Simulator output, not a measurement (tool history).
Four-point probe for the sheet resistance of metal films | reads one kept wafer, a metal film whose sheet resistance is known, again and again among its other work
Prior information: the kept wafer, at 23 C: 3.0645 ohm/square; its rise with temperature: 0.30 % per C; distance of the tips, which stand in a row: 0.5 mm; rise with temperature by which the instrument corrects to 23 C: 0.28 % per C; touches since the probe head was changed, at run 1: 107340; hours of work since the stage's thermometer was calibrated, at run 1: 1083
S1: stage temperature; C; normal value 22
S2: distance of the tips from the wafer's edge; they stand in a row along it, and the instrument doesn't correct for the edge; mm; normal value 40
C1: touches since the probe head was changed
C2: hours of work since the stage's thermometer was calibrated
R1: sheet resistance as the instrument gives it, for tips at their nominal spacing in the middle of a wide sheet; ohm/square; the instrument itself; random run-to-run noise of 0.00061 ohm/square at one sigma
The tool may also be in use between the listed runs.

run	hour	S1	S2	C1	C2	R1
1	0.0	22	40	107340	1083	3.064054
2	126.0	22	40	111885	1135	3.064064
3	190.6	30	40	114215	1161	3.070542
# hour 244.3: new probe head fitted
4	311.8	30	38	2436	1211	3.069035
5	422.4	29	40	6423	1256	3.068036
6	485.7	29	40	8708	1282	3.067955
7	567.3	29	40	11650	1316	3.069736
8	620.9	29	40	13582	1338	3.069754
9	681.9	29	40	15784	1363	3.068369
10	755.2	19	40	18426	1393	3.062115
# hour 798.0: stage's thermometer calibrated
11	810.4	19	40	20399	5	3.062376
12	937.5	23	40	24984	57	3.064647
13	1025.5	22	38	28159	94	3.064229
14	1132.9	22	38	32031	138	3.064059
15	1231.2	22	38	35576	178	3.063909
16	1336.8	22	38	39386	221	3.063900
17	1395.2	22	40	41494	246	3.065344
18	1458.5	31	40	43775	272	3.070439
19	1520.3	22	40	46004	297	3.064090
20	1644.0	22	40	50467	348	3.065403
21	1750.4	22	27	54302	392	3.064981
22	1842.3	19	8	57619	429	3.068530
23	1915.4	29	4	60257	459	3.095394
24	2016.1	26	39	63887	501	3.067352
25	2107.3	26	39	67175	538	3.066237
26	2207.5	18	5	70790	579	3.077283
27	2310.9	22	48	74520	622	3.063844
28	2412.7	25	38	78193	664	3.066745
29	2472.1	25	38	80333	688	3.066632
30	2568.9	30	6	83827	728	3.081244
31	2635.8	29	39	86240	756	3.070421
32	2706.2	24	6	88779	784	3.076655
33	2775.4	18	9	91275	813	3.065448
34	2898.2	29	23	95701	863	3.070378
35	3005.8	22	35	99585	908	3.063516
36	3107.3	32	6	103244	949	3.082534
37	3169.6	31	20	105492	975	3.071868
38	3228.5	31	20	107616	999	3.071385
39	3348.0	32	31	111925	1048	3.072343

Forecast each of these 5 alternatives for the next run:
# hour 3459.7: new probe head fitted
A	3459.7	33	32	0	1094	?
# hour 3459.7: new probe head fitted
B	3459.7	32	5	0	1094	?
# hour 3459.7: new probe head fitted
C	3459.7	22	31	0	1094	?
# hour 3459.7: new probe head fitted
D	3459.7	21	31	0	1094	?
# hour 3459.7: new probe head fitted
E	3459.7	19	11	0	1094	?

run	R1
A	3.070826
B	3.087320
C	3.063309
D	3.063491
E	3.065320
Without the tool's hidden state the same runs would have given:
run	R1
A	3.070958
B	3.087453
C	3.063441
D	3.063623
E	3.065452
